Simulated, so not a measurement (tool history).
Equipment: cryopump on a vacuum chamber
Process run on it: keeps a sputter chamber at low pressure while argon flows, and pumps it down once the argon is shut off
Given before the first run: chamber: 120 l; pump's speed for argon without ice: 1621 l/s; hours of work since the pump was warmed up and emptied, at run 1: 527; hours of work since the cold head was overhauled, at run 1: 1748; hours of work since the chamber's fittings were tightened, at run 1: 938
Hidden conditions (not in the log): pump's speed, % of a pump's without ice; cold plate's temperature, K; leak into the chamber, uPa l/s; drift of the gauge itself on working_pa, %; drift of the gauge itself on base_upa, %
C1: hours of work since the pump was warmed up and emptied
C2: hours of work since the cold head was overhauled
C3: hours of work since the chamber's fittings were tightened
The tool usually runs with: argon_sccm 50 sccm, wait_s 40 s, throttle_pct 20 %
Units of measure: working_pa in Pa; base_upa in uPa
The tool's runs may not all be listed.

Run 1, hour 0.0: usual settings; C1 527; C2 1748; C3 938. Result: working_pa 0.2685 Pa, base_upa 1.95 uPa.
Run 2, hour 67.7: usual settings; C1 565; C2 1786; C3 976. Result: working_pa 0.2705 Pa, base_upa 1.98 uPa.
Run 3, hour 125.7: usual settings; C1 598; C2 1819; C3 1009. Result: working_pa 0.2699 Pa, base_upa 1.95 uPa.
Run 4, hour 200.9: usual settings; C1 641; C2 1862; C3 1052. Result: working_pa 0.2717 Pa, base_upa 1.99 uPa.
Run 5, hour 287.5: usual settings; C1 691; C2 1912; C3 1101. Result: working_pa 0.2742 Pa, base_upa 2.00 uPa.
Run 6, hour 339.3: usual settings; C1 720; C2 1941; C3 1131. Result: working_pa 0.2745 Pa, base_upa 2.08 uPa.
Run 7, hour 428.7: usual settings; C1 771; C2 1992; C3 1182. Result: working_pa 0.2750 Pa, base_upa 2.08 uPa.
Run 8, hour 483.8: usual settings; C1 802; C2 2023; C3 1213. Result: working_pa 0.2753 Pa, base_upa 2.10 uPa.
Run 9, hour 539.1: usual settings; C1 834; C2 2055; C3 1245. Result: working_pa 0.2769 Pa, base_upa 2.11 uPa.
Run 10, hour 579.3: usual settings but wait_s 234 s; C1 857; C2 2078; C3 1268. Result: working_pa 0.2764 Pa, base_upa 0.99 uPa.
At hour 629.7: leaking fittings of the chamber tightened, without venting.
Run 11, hour 657.8: usual settings but wait_s 234 s; C1 900; C2 2121; C3 16. Result: working_pa 0.2782 Pa, base_upa 0.51 uPa.
Run 12, hour 757.6: usual settings but wait_s 234 s; C1 957; C2 2178; C3 73. Result: working_pa 0.2780 Pa, base_upa 0.58 uPa.
Run 13, hour 849.3: usual settings; C1 1009; C2 2230; C3 125. Result: working_pa 0.2789 Pa, base_upa 1.76 uPa.
Run 14, hour 939.2: usual settings; C1 1061; C2 2282; C3 176. Result: working_pa 0.2821 Pa, base_upa 1.74 uPa.
Run 15, hour 1033.7: usual settings; C1 1114; C2 2336; C3 230. Result: working_pa 0.2829 Pa, base_upa 1.79 uPa.
At hour 1097.2: pump warmed up, emptied and cooled again.
Run 16, hour 1119.2: usual settings but argon_sccm 27 sccm, wait_s 95 s, throttle_pct 47 %; C1 13; C2 2381; C3 276. Result: working_pa 0.0605 Pa, base_upa 0.85 uPa.
Run 17, hour 1209.9: usual settings but argon_sccm 85 sccm, wait_s 56 s, throttle_pct 42 %; C1 64; C2 2433; C3 328. Result: working_pa 0.2151 Pa, base_upa 1.32 uPa.
Run 18, hour 1295.5: usual settings but argon_sccm 39 sccm, wait_s 163 s, throttle_pct 46 %; C1 113; C2 2482; C3 376. Result: working_pa 0.0913 Pa, base_upa 0.70 uPa.
Run 19, hour 1368.2: usual settings but wait_s 26 s; C1 154; C2 2523; C3 418. Result: working_pa 0.2656 Pa, base_upa 2.54 uPa.
Run 20, hour 1427.6: usual settings but wait_s 26 s; C1 188; C2 2557; C3 452. Result: working_pa 0.2631 Pa, base_upa 2.45 uPa.
Run 21, hour 1523.4: usual settings but argon_sccm 26 sccm, wait_s 25 s, throttle_pct 37 %; C1 243; C2 2612; C3 506. Result: working_pa 0.0763 Pa, base_upa 2.67 uPa.
Run 22, hour 1603.4: usual settings but argon_sccm 51 sccm, wait_s 82 s, throttle_pct 30 %; C1 288; C2 2657; C3 552. Result: working_pa 0.1839 Pa, base_upa 1.08 uPa.
Run 23, hour 1657.4: usual settings but argon_sccm 60 sccm, throttle_pct 17 %; C1 319; C2 2688; C3 583. Result: working_pa 0.3746 Pa, base_upa 1.80 uPa.
Run 24, hour 1742.1: usual settings but argon_sccm 60 sccm, throttle_pct 17 %; C1 367; C2 2736; C3 631. Result: working_pa 0.3755 Pa, base_upa 1.74 uPa.
Run 25, hour 1828.2: usual settings but argon_sccm 30 sccm, throttle_pct 17 %; C1 416; C2 2785; C3 680. Result: working_pa 0.1885 Pa, base_upa 1.83 uPa.
Run 26, hour 1881.4: usual settings but argon_sccm 20 sccm; C1 447; C2 2816; C3 710. Result: working_pa 0.1077 Pa, base_upa 1.84 uPa.
Run 27, hour 1963.9: usual settings but argon_sccm 20 sccm; C1 494; C2 2863; C3 757. Result: working_pa 0.1072 Pa, base_upa 1.87 uPa.
Run 28, hour 2027.1: usual settings but argon_sccm 86 sccm, wait_s 218 s; C1 530; C2 2899; C3 793. Result: working_pa 0.4630 Pa, base_upa 0.76 uPa.
Run 29, hour 2082.9: usual settings but argon_sccm 25 sccm, wait_s 28 s, throttle_pct 16 %; C1 562; C2 2930; C3 825. Result: working_pa 0.1679 Pa, base_upa 2.51 uPa.
Run 30, hour 2139.4: usual settings but argon_sccm 80 sccm, wait_s 68 s, throttle_pct 17 %; C1 594; C2 2963; C3 857. Result: working_pa 0.5082 Pa, base_upa 1.43 uPa.

Forecast each of these 4 alternatives for the next run:
Run A, hour 2191.7: usual settings but argon_sccm 44 sccm, wait_s 102 s, throttle_pct 18 %; C1 624; C2 2992; C3 887. Result: working_pa ?, base_upa ?.
Run B, hour 2191.7: usual settings but throttle_pct 16 %; C1 624; C2 2992; C3 887. Result: working_pa ?, base_upa ?.
Run C, hour 2191.7: usual settings but argon_sccm 26 sccm, throttle_pct 48 %; C1 624; C2 2992; C3 887. Result: working_pa ?, base_upa ?.
Run D, hour 2191.7: usual settings but argon_sccm 80 sccm, wait_s 68 s; C1 624; C2 2992; C3 887. Result: working_pa ?, base_upa ?.

run  working_pa  base_upa
  A      0.2644      1.12
  B      0.3380      1.95
  C      0.0618      2.00
  D      0.4316      1.43
With no hidden state in the tool, these same runs would have given:
run  working_pa  base_upa
  A      0.2544      0.74
  B      0.3266      1.56
  C      0.0559      1.61
  D      0.4135      1.04
